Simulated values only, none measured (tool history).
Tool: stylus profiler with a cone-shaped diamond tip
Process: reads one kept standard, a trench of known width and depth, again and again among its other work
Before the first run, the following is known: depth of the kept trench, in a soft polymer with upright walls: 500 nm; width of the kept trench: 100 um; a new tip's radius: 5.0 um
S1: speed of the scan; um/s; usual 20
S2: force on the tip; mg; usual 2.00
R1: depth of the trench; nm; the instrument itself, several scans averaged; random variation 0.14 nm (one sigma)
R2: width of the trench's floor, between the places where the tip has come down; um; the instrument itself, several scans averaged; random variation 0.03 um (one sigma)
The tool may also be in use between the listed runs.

| run | hour | S1 | S2 | R1 | R2 |
|---|---|---|---|---|---|
| 1 | 0.0 | 20 | 2.00 | 505.96 | 95.04 |
| 2 | 9.7 | 20 | 2.00 | 506.47 | 95.02 |
| 3 | 19.9 | 10 | 2.00 | 506.09 | 94.95 |
| 4 | 32.9 | 20 | 2.00 | 506.35 | 94.98 |
| 5 | 46.8 | 20 | 2.00 | 506.30 | 94.98 |
| 6 | 61.6 | 20 | 2.00 | 506.54 | 94.96 |
| 7 | 73.0 | 20 | 2.00 | 506.47 | 94.96 |
| 8 | 79.9 | 20 | 0.68 | 503.61 | 94.90 |
| 9 | 89.0 | 14 | 0.68 | 503.65 | 94.93 |
| 10 | 97.2 | 20 | 2.00 | 506.54 | 94.88 |
| 11 | 106.3 | 20 | 1.34 | 505.20 | 94.89 |
| 12 | 114.9 | 74 | 1.34 | 505.16 | 94.58 |
| 13 | 125.1 | 74 | 1.34 | 504.94 | 94.59 |
| 14 | 139.3 | 20 | 2.00 | 506.54 | 94.86 |
| 15 | 151.7 | 20 | 2.00 | 506.51 | 94.84 |
| 16 | 163.6 | 8 | 2.00 | 506.93 | 94.88 |
| 17 | 170.9 | 8 | 2.00 | 506.56 | 94.85 |
| 18 | 182.7 | 8 | 2.00 | 506.75 | 94.85 |
| 19 | 195.6 | 8 | 2.00 | 506.70 | 94.90 |
| 20 | 211.5 | 20 | 1.00 | 504.42 | 94.72 |
| 21 | 224.6 | 20 | 1.00 | 504.52 | 94.71 |
| 22 | 233.1 | 20 | 1.00 | 504.60 | 94.69 |
| 23 | 241.8 | 20 | 1.00 | 504.72 | 94.71 |
| 24 | 250.2 | 29 | 1.14 | 505.08 | 94.68 |
| 25 | 266.2 | 8 | 3.29 | 508.81 | 94.73 |
| 26 | 274.9 | 8 | 3.29 | 509.05 | 94.77 |
| 27 | 284.4 | 14 | 5.31 | 512.06 | 94.71 |
| 28 | 296.1 | 15 | 1.92 | 506.71 | 94.61 |
| 29 | 308.1 | 15 | 1.92 | 506.63 | 94.63 |
| 30 | 320.9 | 15 | 1.92 | 506.77 | 94.64 |
| 31 | 335.7 | 15 | 1.24 | 505.29 | 94.67 |
| 32 | 348.9 | 15 | 1.24 | 505.55 | 94.57 |
| 33 | 360.7 | 61 | 1.31 | 505.75 | 94.29 |
| 34 | 374.1 | 9 | 2.14 | 507.09 | 94.57 |
| 35 | 385.9 | 20 | 1.85 | 506.71 | 94.49 |
| 36 | 402.1 | 20 | 1.85 | 506.83 | 94.55 |
| 37 | 418.1 | 69 | 5.47 | 512.42 | 94.44 |
| 38 | 424.9 | 25 | 2.00 | 507.25 | 94.45 |
| 39 | 433.7 | 25 | 2.00 | 507.04 | 94.42 |
| 40 | 446.2 | 13 | 1.04 | 505.20 | 94.53 |
| 41 | 459.1 | 13 | 1.04 | 505.26 | 94.52 |
| 42 | 472.5 | 7 | 0.67 | 504.49 | 94.47 |
| 43 | 485.5 | 22 | 2.00 | 507.44 | 94.35 |

Selected run-to-run steps in R1, each split into two signed amounts: the part the tool would show with no hidden state at all (from settings, incoming material and random variation), and the remainder, which goes to the hidden state together with any gauge scatter not common to the measured and the hidden-state-free results:
Unlogged tool condition in this case: radius of the tip, um; height scale over the true one, %; drift of the gauge itself on depth_nm, %; drift of the gauge itself on floor_um, %.
Run 4 -> 5: nothing adjusted, nothing logged. R1 -0.05 nm: hidden state +0.03, all else -0.08.
Run 24 -> 25: S1 29 -> 8, S2 1.14 -> 3.29. R1 +3.73 nm: hidden state +0.05, all else +3.68.
Run 27 -> 28: S1 14 -> 15, S2 5.31 -> 1.92. R1 -5.35 nm: hidden state +0.00, all else -5.35.
Run 36 -> 37: S1 20 -> 69, S2 1.85 -> 5.47. R1 +5.59 nm: hidden state +0.05, all else +5.54.
Run 37 -> 38: S1 69 -> 25, S2 5.47 -> 2.00. R1 -5.17 nm: hidden state +0.00, all else -5.17.
